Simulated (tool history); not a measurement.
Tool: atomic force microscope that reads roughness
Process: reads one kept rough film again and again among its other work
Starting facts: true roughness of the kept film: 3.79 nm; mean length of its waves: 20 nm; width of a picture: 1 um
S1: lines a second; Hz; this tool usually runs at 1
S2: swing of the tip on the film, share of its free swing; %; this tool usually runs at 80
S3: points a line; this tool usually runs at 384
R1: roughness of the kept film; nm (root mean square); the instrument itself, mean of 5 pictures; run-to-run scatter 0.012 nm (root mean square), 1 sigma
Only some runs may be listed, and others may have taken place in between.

| run | hour | S1 | S2 | S3 | R1 |
|---|---|---|---|---|---|
| 1 | 0 | 1 | 80 | 384 | 2.678 |
| 2 | 10.7 | 1 | 80 | 384 | 2.706 |
|  | 13.7 | new tip fitted |
| 3 | 19.8 | 1 | 80 | 384 | 2.723 |
| 4 | 25.6 | 1 | 80 | 384 | 2.708 |
| 5 | 35 | 1 | 80 | 384 | 2.718 |
| 6 | 43.9 | 1 | 80 | 384 | 2.715 |
| 7 | 57.4 | 1 | 80 | 384 | 2.704 |
| 8 | 62.9 | 1 | 80 | 384 | 2.712 |
| 9 | 68.4 | 1 | 80 | 384 | 2.712 |
| 10 | 74.6 | 1 | 80 | 384 | 2.706 |
| 11 | 85.9 | 1 | 80 | 384 | 2.703 |
| 12 | 98.6 | 1 | 80 | 384 | 2.727 |
| 13 | 106.1 | 1 | 80 | 384 | 2.702 |
| 14 | 115.5 | 1 | 80 | 286 | 2.672 |
| 15 | 128.2 | 1 | 64 | 384 | 2.839 |
| 16 | 140.4 | 1 | 80 | 384 | 2.704 |
| 17 | 153.4 | 1 | 71 | 384 | 2.784 |
| 18 | 163 | 1 | 71 | 384 | 2.782 |
|  | 166.8 | new tip fitted |
| 19 | 176.9 | 1 | 80 | 384 | 2.734 |
| 20 | 186.4 | 1 | 80 | 384 | 2.705 |
| 21 | 198.5 | 2.89 | 80 | 384 | 2.35 |
| 22 | 211.7 | 2.31 | 80 | 384 | 2.463 |
| 23 | 223.4 | 2.31 | 80 | 384 | 2.463 |
| 24 | 232.2 | 1 | 80 | 384 | 2.701 |
| 25 | 244.3 | 1 | 80 | 384 | 2.713 |
| 26 | 257.8 | 1 | 80 | 384 | 2.709 |
| 27 | 268 | 1 | 80 | 384 | 2.713 |
| 28 | 277.6 | 1.49 | 80 | 384 | 2.58 |
| 29 | 284.2 | 0.7 | 80 | 453 | 2.77 |
| 30 | 296.2 | 3.55 | 73 | 384 | 2.428 |
| 31 | 302.7 | 3.55 | 73 | 384 | 2.436 |
| 32 | 311.8 | 1.15 | 61 | 358 | 2.846 |

The next listed run, before its measurement:
|  | 320.4 | new tip fitted |
| 33 | 322.4 | 1.15 | 73 | 485 | ? |

For run 33 the tool returned R1 2.771 nm (root mean square).
Had the tool carried no hidden state, the very same run would have given R1 2.771 nm (root mean square).
